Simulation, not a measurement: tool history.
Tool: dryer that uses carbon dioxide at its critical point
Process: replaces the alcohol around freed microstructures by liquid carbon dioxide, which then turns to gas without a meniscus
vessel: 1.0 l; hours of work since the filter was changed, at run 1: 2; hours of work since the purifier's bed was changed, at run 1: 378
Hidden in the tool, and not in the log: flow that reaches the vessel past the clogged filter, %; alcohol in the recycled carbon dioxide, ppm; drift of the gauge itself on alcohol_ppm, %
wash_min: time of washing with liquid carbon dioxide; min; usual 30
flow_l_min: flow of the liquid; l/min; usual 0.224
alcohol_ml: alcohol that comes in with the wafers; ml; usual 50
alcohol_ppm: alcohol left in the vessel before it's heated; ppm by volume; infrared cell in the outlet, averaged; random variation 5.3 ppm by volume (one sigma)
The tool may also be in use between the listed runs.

run	hour	wash_min	flow_l_min	alcohol_ml	hours of work since the filter was changed	hours of work since the purifier's bed was changed	alcohol_ppm
1	0	30	0.224	50	2	378	221
2	10.2	30	0.224	50	10	386	216
3	15.7	26	0.224	50	15	390	362
4	27	30	0.224	50	24	399	227
5	32.8	30	0.224	50	28	404	221
6	41.6	30	0.224	50	35	410	237
7	51.1	30	0.177	50	42	418	551
8	57.2	30	0.177	50	47	423	557
9	63.9	30	0.177	50	53	428	577
10	72.2	30	0.177	50	59	434	578
11	84.5	30	0.224	50	69	444	250
12	94.9	25	0.224	50	77	452	481
13	106.7	25	0.224	50	86	462	487
14	115.5	30	0.192	50	93	468	434
15	121.8	30	0.192	50	98	473	448
16	133.3	30	0.192	50	107	482	472
17	144	30	0.192	50	115	491	458
18	153.8	30	0.192	50	123	498	478
19	163	30	0.192	50	130	506	489
20	173.8	30	0.192	50	139	514	494
21	185.7	30	0.224	50	148	524	287
22	196	30	0.224	50	156	532	311
23	208	30	0.224	50	166	541	309
24	217.8	20	0.355	50	173	549	239
25	227.1	20	0.355	50	181	556	263
26	238.7	34	0.361	20	190	565	146
27	245.6	34	0.361	20	195	571	142
28	252	40	0.361	20	200	576	146
29	259.6	21	0.206	54	206	581	1595
30	265.4	32	0.326	50	211	586	165
31	270.5	30	0.224	93	215	590	474
32	280.1	37	0.253	40	222	598	175
33	286.6	27	0.189	27	227	603	558
34	297.3	24	0.186	50	236	611	1419
35	304.7	23	0.224	50	241	617	859
36	313.5	47	0.224	50	248	624	177
37	321.2	19	0.154	118	254	630	10896
38	331.3	23	0.288	30	262	638	285
39	340.6	23	0.288	30	270	645	289
40	347.1	23	0.288	30	275	650	298
41	353	20	0.201	25	279	655	1088
42	364.4	20	0.201	25	288	664	1106
43	376.6	20	0.345	64	298	673	396
44	384.3	47	0.342	50	304	679	175
45	390.1	47	0.342	50	308	684	181
46	395.4	24	0.342	50	313	688	236

Forecast each of these 5 alternatives for the next run:
A	406.1	20	0.161	22	321	696	?
B	406.1	31	0.342	47	321	696	?
C	406.1	41	0.224	54	321	696	?
D	406.1	20	0.17	33	321	696	?
E	406.1	24	0.342	40	321	696	?

run	alcohol_ppm
A	1830
B	195
C	215
D	2316
E	228
Without the tool's hidden state the same runs would have given:
run	alcohol_ppm
A	1187
B	14
C	15
D	1510
E	21
